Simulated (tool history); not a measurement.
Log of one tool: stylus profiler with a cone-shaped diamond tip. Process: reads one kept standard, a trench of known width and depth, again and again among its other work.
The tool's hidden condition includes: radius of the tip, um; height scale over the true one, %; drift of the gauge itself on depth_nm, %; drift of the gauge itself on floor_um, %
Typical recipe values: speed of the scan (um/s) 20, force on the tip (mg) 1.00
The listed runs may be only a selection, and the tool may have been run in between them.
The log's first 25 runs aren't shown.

run,day,speed of the scan (um/s),force on the tip (mg),scans with this tip,hours of work since the height scale was calibrated,depth of the trench (angstrom),width of the trench's floor (nm)
26,32.717,70,1.17,15895,118,2014.9,46890
27,34.467,70,1.17,16351,151,2014.8,46860
28,35.846,31,1.00,16711,177,2013.2,46980
29,37.062,6,0.50,17028,200,2008.0,47210
30,38.658,6,0.50,17446,230,2007.8,47110
31,39.967,8,2.86,17787,255,2025.9,47210
32,41.400,50,2.55,18161,282,2023.8,47090
33,42.612,54,0.36,18477,305,2006.4,46750
34,43.596,53,1.41,18734,324,2016.7,46950
35,44.379,13,1.41,18938,338,2016.6,47110
36,45.896,13,1.74,19334,367,2019.0,47170
37,47.283,12,1.88,19697,393,2019.4,47180
38,48.112,20,1.37,19913,409,2016.7,47080
39,49.079,20,1.37,20165,427,2015.5,47080
40,49.825,48,2.87,20360,441,2026.1,47120
41,51.454,6,0.84,20784,472,2011.1,47210
42,53.162,37,2.69,21231,504,2024.2,47070
43,54.171,20,1.44,21494,523,2016.3,47110
44,55.250,58,2.11,21776,544,2021.0,46950
45,56.838,41,2.69,22190,574,2025.4,47090

Consider 3 possible next runs. They are alternatives, not a sequence: every one starts from the tool as it was left by run 45. What does each give?
A,58.346,16,0.60,22583,602,?,?
B,58.346,41,0.84,22583,602,?,?
C,58.346,7,2.69,22583,602,?,?

run,depth of the trench (angstrom),width of the trench's floor (nm)
A,2009.6,47000
B,2011.2,46980
C,2025.2,47140
With no hidden state in the tool, these same runs would have given:
run,depth of the trench (angstrom),width of the trench's floor (nm)
A,2009.7,47010
B,2011.3,47000
C,2025.3,47150
